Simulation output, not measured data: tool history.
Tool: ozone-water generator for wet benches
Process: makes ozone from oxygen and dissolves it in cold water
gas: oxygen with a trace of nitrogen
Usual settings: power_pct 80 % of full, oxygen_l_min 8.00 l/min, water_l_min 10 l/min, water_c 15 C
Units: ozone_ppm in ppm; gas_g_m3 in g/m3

run	hour	power_pct	oxygen_l_min	water_l_min	water_c	ozone_ppm	gas_g_m3
1	0.0	80	8.00	10	15	31.3	173.0
2	38.3	80	8.00	10	15	31.0	176.8
3	78.3	80	8.00	10	15	31.4	178.5
4	100.8	80	8.00	10	15	31.1	176.8
5	139.5	80	8.00	10	15	30.8	175.1
6	156.9	80	8.00	10	15	31.1	178.0
7	175.6	48	8.00	10	15	22.8	128.6
# hour 198.3: water thermometer calibrated
8	205.4	40	9.25	12	15	17.8	105.8
9	242.7	77	13.78	12	15	23.8	126.5
10	272.7	80	9.33	10	15	29.7	164.1
11	310.0	80	14.10	10	12	28.0	129.1
12	331.5	77	6.39	10	12	34.8	201.7
13	349.6	56	9.95	10	18	21.7	126.3
# hour 354.0: gauge calibrated
14	390.0	56	8.78	8	18	24.6	133.1

5 ways to go on from here, each from the tool as it stands after run 14. What would each give?
A	429.9	97	8.78	8	9	?	?
B	429.9	49	5.87	7	18	?	?
C	429.9	56	6.37	8	17	?	?
D	429.9	56	8.78	7	18	?	?
E	429.9	56	8.78	11	18	?	?

run	ozone_ppm	gas_g_m3
A	43.4	186.7
B	27.2	156.0
C	27.9	161.1
D	26.4	134.2
E	22.0	133.4
Without the tool's hidden state the same runs would have given:
run	ozone_ppm	gas_g_m3
A	43.4	185.6
B	27.2	155.0
C	27.9	160.1
D	26.4	133.4
E	22.0	132.7

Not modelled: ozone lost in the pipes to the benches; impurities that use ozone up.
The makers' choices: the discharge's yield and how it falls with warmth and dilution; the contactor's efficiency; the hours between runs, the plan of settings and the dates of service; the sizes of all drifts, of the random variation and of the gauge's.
